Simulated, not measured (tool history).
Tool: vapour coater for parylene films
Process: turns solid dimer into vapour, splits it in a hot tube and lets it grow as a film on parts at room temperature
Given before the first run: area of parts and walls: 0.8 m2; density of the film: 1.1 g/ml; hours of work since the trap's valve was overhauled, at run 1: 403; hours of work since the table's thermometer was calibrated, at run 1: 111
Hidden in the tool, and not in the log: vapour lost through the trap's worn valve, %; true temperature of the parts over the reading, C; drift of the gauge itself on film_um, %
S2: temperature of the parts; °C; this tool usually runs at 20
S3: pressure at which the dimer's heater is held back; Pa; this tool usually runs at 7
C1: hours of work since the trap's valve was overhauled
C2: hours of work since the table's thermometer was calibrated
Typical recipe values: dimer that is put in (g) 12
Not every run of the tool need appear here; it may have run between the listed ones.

run 1 hour=0 | dimer_that_is_put_in_(g)=12 S2=20 S3=7 | C1=403 C2=111 | thickness_of_the_film_(nm)=7380
run 2 hour=19.2 | dimer_that_is_put_in_(g)=12 S2=20 S3=7 | C1=418 C2=127 | thickness_of_the_film_(nm)=7430
run 3 hour=33.6 | dimer_that_is_put_in_(g)=12 S2=28 S3=7 | C1=430 C2=139 | thickness_of_the_film_(nm)=5820
run 4 hour=46.1 | dimer_that_is_put_in_(g)=12 S2=28 S3=7 | C1=440 C2=149 | thickness_of_the_film_(nm)=5810
run 5 hour=56.3 | dimer_that_is_put_in_(g)=12 S2=28 S3=7 | C1=448 C2=157 | thickness_of_the_film_(nm)=5810
run 6 hour=68.7 | dimer_that_is_put_in_(g)=12 S2=20 S3=7 | C1=459 C2=167 | thickness_of_the_film_(nm)=7400
run 7 hour=85.5 | dimer_that_is_put_in_(g)=12 S2=21 S3=7 | C1=472 C2=181 | thickness_of_the_film_(nm)=7150
run 8 hour=104.4 | dimer_that_is_put_in_(g)=12 S2=21 S3=7 | C1=488 C2=196 | thickness_of_the_film_(nm)=7130
run 9 hour=123.6 | dimer_that_is_put_in_(g)=12 S2=21 S3=7 | C1=503 C2=212 | thickness_of_the_film_(nm)=7100
run 10 hour=139.8 | dimer_that_is_put_in_(g)=12 S2=21 S3=7 | C1=516 C2=225 | thickness_of_the_film_(nm)=7100
run 11 hour=154.4 | dimer_that_is_put_in_(g)=12 S2=20 S3=7 | C1=528 C2=237 | thickness_of_the_film_(nm)=7230
run 12 hour=163.3 | dimer_that_is_put_in_(g)=12 S2=20 S3=7 | C1=535 C2=244 | thickness_of_the_film_(nm)=7140
run 13 hour=181.5 | dimer_that_is_put_in_(g)=12 S2=20 S3=7 | C1=550 C2=259 | thickness_of_the_film_(nm)=7180
run 14 hour=190.2 | dimer_that_is_put_in_(g)=12 S2=20 S3=7 | C1=557 C2=266 | thickness_of_the_film_(nm)=7260
run 15 hour=205.9 | dimer_that_is_put_in_(g)=12 S2=20 S3=7 | C1=570 C2=279 | thickness_of_the_film_(nm)=7190
run 16 hour=222.4 | dimer_that_is_put_in_(g)=12 S2=20 S3=7 | C1=583 C2=292 | thickness_of_the_film_(nm)=7220
run 17 hour=237.5 | dimer_that_is_put_in_(g)=12 S2=20 S3=7 | C1=596 C2=304 | thickness_of_the_film_(nm)=7250
-- hour=257.3 trap's valve overhauled
run 18 hour=257.3 | dimer_that_is_put_in_(g)=8 S2=20 S3=3.8 | C1=0 C2=317 | thickness_of_the_film_(nm)=6080
run 19 hour=269.5 | dimer_that_is_put_in_(g)=8 S2=18 S3=11.07 | C1=10 C2=327 | thickness_of_the_film_(nm)=4990
run 20 hour=289.2 | dimer_that_is_put_in_(g)=13 S2=17 S3=11.07 | C1=26 C2=343 | thickness_of_the_film_(nm)=8280
run 21 hour=298.2 | dimer_that_is_put_in_(g)=12 S2=17 S3=6.48 | C1=33 C2=350 | thickness_of_the_film_(nm)=8830
run 22 hour=311.2 | dimer_that_is_put_in_(g)=12 S2=24 S3=7 | C1=44 C2=361 | thickness_of_the_film_(nm)=7050
run 23 hour=326.1 | dimer_that_is_put_in_(g)=9 S2=31 S3=6.18 | C1=56 C2=373 | thickness_of_the_film_(nm)=4370
run 24 hour=345.4 | dimer_that_is_put_in_(g)=16 S2=20 S3=2.31 | C1=72 C2=389 | thickness_of_the_film_(nm)=13740
run 25 hour=357.3 | dimer_that_is_put_in_(g)=16 S2=20 S3=7 | C1=81 C2=398 | thickness_of_the_film_(nm)=10350
run 26 hour=367 | dimer_that_is_put_in_(g)=16 S2=20 S3=7 | C1=89 C2=406 | thickness_of_the_film_(nm)=10450
run 27 hour=377.5 | dimer_that_is_put_in_(g)=6 S2=18 S3=4.98 | C1=98 C2=415 | thickness_of_the_film_(nm)=4500
run 28 hour=392.9 | dimer_that_is_put_in_(g)=20 S2=19 S3=6.09 | C1=110 C2=427 | thickness_of_the_film_(nm)=13980

Consider 5 possible next runs. They are alternatives, not a sequence: every one starts from the tool as it was left by run 28. What does each give?
run A hour=406.3 | dimer_that_is_put_in_(g)=19 S2=20 S3=3.57 | C1=121 C2=438 | thickness_of_the_film_(nm)=?
run B hour=406.3 | dimer_that_is_put_in_(g)=22 S2=20 S3=5.68 | C1=121 C2=438 | thickness_of_the_film_(nm)=?
run C hour=406.3 | dimer_that_is_put_in_(g)=18 S2=20 S3=8.39 | C1=121 C2=438 | thickness_of_the_film_(nm)=?
run D hour=406.3 | dimer_that_is_put_in_(g)=14 S2=19 S3=6.09 | C1=121 C2=438 | thickness_of_the_film_(nm)=?
run E hour=406.3 | dimer_that_is_put_in_(g)=12 S2=15 S3=7 | C1=121 C2=438 | thickness_of_the_film_(nm)=?

run=A thickness_of_the_film_(nm)=14640
run=B thickness_of_the_film_(nm)=15020
run=C thickness_of_the_film_(nm)=11210
run=D thickness_of_the_film_(nm)=9680
run=E thickness_of_the_film_(nm)=9110
What these runs would have given with no unlogged condition in the tool:
run=A thickness_of_the_film_(nm)=14790
run=B thickness_of_the_film_(nm)=15170
run=C thickness_of_the_film_(nm)=11320
run=D thickness_of_the_film_(nm)=9780
run=E thickness_of_the_film_(nm)=9200
